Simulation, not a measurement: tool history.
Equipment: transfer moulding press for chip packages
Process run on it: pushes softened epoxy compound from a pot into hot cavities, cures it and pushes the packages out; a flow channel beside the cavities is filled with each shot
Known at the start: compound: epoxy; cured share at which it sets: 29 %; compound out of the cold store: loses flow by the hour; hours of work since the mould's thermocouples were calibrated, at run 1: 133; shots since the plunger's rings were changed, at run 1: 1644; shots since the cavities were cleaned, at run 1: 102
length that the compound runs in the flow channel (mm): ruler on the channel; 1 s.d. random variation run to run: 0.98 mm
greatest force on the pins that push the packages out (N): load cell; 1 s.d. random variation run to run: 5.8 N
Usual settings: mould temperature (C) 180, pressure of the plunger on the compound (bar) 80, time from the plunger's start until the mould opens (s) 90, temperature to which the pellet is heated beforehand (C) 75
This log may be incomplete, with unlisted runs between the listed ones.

run   hour  mould temperature (C)  pressure of the plunger on the compound (bar)  time from the plunger's start until the mould opens (s)  temperature to which the pellet is heated beforehand (C)  hours of work since the mould's thermocouples were calibrated  shots since the plunger's rings were changed  shots since the cavities were cleaned  incoming compound's hours out of the cold store  length that the compound runs in the flow channel (mm)  greatest force on the pins that push the packages out (N)
  1      0                    180                                             80                                                       90                                                        75                                                            133                                          1644                                    102                                             41.5                                                   498.8                                                        401
  2    8.2                    180                                             80                                                       90                                                        75                                                            136                                          1713                                    171                                             23.2                                                   539.5                                                        408
  3   21.1                    180                                             80                                                       90                                                        75                                                            142                                          1822                                    280                                             14.4                                                   563.1                                                        435
  4   29.9                    180                                             80                                                       90                                                        75                                                            146                                          1896                                    354                                             25.1                                                   535.5                                                        452
  5   36.9                    180                                             80                                                       90                                                        75                                                            149                                          1955                                    413                                             46.3                                                   487.4                                                        439
      38.9  -- cavities cleaned with cleaning compound and waxed
  6   44.9                    180                                             80                                                       90                                                        81                                                            152                                          2010                                     50                                             23.5                                                   540.9                                                        385
  7   50.6                    180                                             80                                                       90                                                        75                                                            155                                          2058                                     98                                             31.1                                                   522.8                                                        394
  8   61.2                    180                                             80                                                       90                                                        75                                                            160                                          2147                                    187                                             19.5                                                   547.2                                                        410
  9   70.5                    180                                             80                                                       90                                                        75                                                            164                                          2225                                    265                                             34.3                                                   512.4                                                        423
 10   82.8                    180                                             80                                                       90                                                        75                                                            170                                          2328                                    368                                             44.8                                                   488.9                                                        434
      89.7  -- cavities cleaned with cleaning compound and waxed
 11   97.3                    180                                             80                                                       90                                                        75                                                            176                                          2438                                     64                                             18.6                                                   547.4                                                        390
 12  103.7                    180                                             80                                                       90                                                        75                                                            178                                          2492                                    118                                             38.9                                                   500.7                                                        401
 13  115.3                    188                                             80                                                       90                                                        75                                                            184                                          2589                                    215                                             38.5                                                   481.6                                                        377
 14  127.1                    173                                           82.5                                                       74                                                        75                                                            189                                          2689                                    315                                             17.1                                                   581.8                                                       1070
     140.3  -- cavities cleaned with cleaning compound and waxed
 15  140.9                    187                                           91.5                                                       99                                                        70                                                            195                                          2792                                      4                                             29.3                                                     538                                                        326
 16    152                    179                                           94.6                                                       97                                                        76                                                            200                                          2886                                     98                                             11.4                                                   617.4                                                        382
 17  164.2                    180                                           68.8                                                       90                                                        78                                                            205                                          2988                                    200                                             31.2                                                   476.6                                                        411
 18  171.6                    180                                           86.5                                                       90                                                        75                                                            209                                          3051                                    263                                               42                                                     510                                                        423
 19  178.8                    186                                             80                                                      130                                                        75                                                            212                                          3111                                    323                                             30.1                                                     503                                                        374
     191.5  -- cavities cleaned with cleaning compound and waxed
 20    193                    180                                             80                                                       90                                                        79                                                            218                                          3218                                     12                                             17.5                                                   548.3                                                        400
 21    200                    180                                             80                                                       98                                                        75                                                            221                                          3277                                     71                                             34.5                                                   506.5                                                        375
 22  208.5                    180                                             80                                                       98                                                        75                                                            225                                          3348                                    142                                             42.2                                                   488.5                                                        382

Some steps in length that the compound runs in the flow channel (mm), run to run, broken into two amounts with sign: the step expected even without the hidden condition (settings, incoming material, random variation), and the rest, left for the hidden condition together with whatever gauge scatter is not in both the measured and the hidden-condition-free result:
What the log doesn't record here: true mould temperature over the reading, C; pressure that reaches the compound, % of what is set; grip of the stained cavities, % over clean ones'; drift of the gauge itself on flow_mm, %; drift of the gauge itself on push_out_n, %.
Run 13 -> 14: mould temperature (C) 188 -> 173, pressure of the plunger on the compound (bar) 80 -> 82.5, time from the plunger's start until the mould opens (s) 90 -> 74. length that the compound runs in the flow channel (mm) +100.2: hidden state -2.7, all else +102.9.
Run 16 -> 17: mould temperature (C) 179 -> 180, pressure of the plunger on the compound (bar) 94.6 -> 68.8, time from the plunger's start until the mould opens (s) 97 -> 90, temperature to which the pellet is heated beforehand (C) 76 -> 78. length that the compound runs in the flow channel (mm) -140.8: hidden state +3.4, all else -144.2.
